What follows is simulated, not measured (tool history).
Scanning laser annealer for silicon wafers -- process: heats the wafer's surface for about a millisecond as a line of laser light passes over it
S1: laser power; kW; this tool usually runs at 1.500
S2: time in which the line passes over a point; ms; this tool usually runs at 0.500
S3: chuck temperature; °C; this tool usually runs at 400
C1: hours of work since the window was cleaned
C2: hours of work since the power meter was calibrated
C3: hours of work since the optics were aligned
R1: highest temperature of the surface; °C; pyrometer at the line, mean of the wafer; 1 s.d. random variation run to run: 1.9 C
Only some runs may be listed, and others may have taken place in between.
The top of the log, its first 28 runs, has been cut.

{"run": 29, "hour": 349.0, "S1": 1.358, "S2": 0.381, "S3": 417, "C1": 350, "C2": 412, "C3": 416, "R1": 1033}
{"run": 30, "hour": 362.7, "S1": 1.334, "S2": 0.486, "S3": 433, "C1": 360, "C2": 423, "C3": 426, "R1": 1104}
{"run": 31, "hour": 374.0, "S1": 1.473, "S2": 0.428, "S3": 400, "C1": 369, "C2": 431, "C3": 435, "R1": 1108}
{"run": 32, "hour": 387.5, "S1": 1.5, "S2": 0.5, "S3": 375, "C1": 379, "C2": 441, "C3": 445, "R1": 1149}
{"run": 33, "hour": 395.5, "S1": 1.625, "S2": 0.507, "S3": 397, "C1": 385, "C2": 447, "C3": 451, "R1": 1242}
{"run": 34, "hour": 412.2, "S1": 1.603, "S2": 0.533, "S3": 389, "C1": 397, "C2": 460, "C3": 463, "R1": 1251}
{"run": 35, "hour": 422.6, "S1": 1.603, "S2": 0.533, "S3": 389, "C1": 405, "C2": 468, "C3": 471, "R1": 1245}
{"run": 36, "hour": 436.0, "S1": 1.603, "S2": 0.508, "S3": 372, "C1": 415, "C2": 478, "C3": 481, "R1": 1208}
{"run": 37, "hour": 444.3, "S1": 1.603, "S2": 0.508, "S3": 372, "C1": 421, "C2": 484, "C3": 488, "R1": 1210}
{"run": 38, "hour": 460.8, "S1": 1.557, "S2": 0.5, "S3": 385, "C1": 434, "C2": 496, "C3": 500, "R1": 1191}
{"run": 39, "hour": 468.1, "S1": 1.276, "S2": 0.563, "S3": 400, "C1": 439, "C2": 502, "C3": 505, "R1": 1081}
{"run": 40, "hour": 480.0, "S1": 1.276, "S2": 0.563, "S3": 400, "C1": 448, "C2": 511, "C3": 514, "R1": 1081}
{"run": 41, "hour": 493.8, "S1": 1.444, "S2": 0.448, "S3": 400, "C1": 459, "C2": 521, "C3": 525, "R1": 1102}
{"run": 42, "hour": 503.5, "S1": 1.358, "S2": 0.565, "S3": 400, "C1": 466, "C2": 528, "C3": 532, "R1": 1131}

Predict each of these 3 candidate next runs independently; none follows another, all start after run 42:
{"run": "A", "hour": 512.0, "S1": 1.465, "S2": 0.374, "S3": 402, "C1": 472, "C2": 535, "C3": 538, "R1": "?"}
{"run": "B", "hour": 512.0, "S1": 1.428, "S2": 0.542, "S3": 376, "C1": 472, "C2": 535, "C3": 538, "R1": "?"}
{"run": "C", "hour": 512.0, "S1": 1.386, "S2": 0.354, "S3": 364, "C1": 472, "C2": 535, "C3": 538, "R1": "?"}

run=A R1=1056
run=B R1=1133
run=C R1=964
Take away the tool's hidden state, keep each run's random variation, and the runs would have read:
run=A R1=1083
run=B R1=1164
run=C R1=988
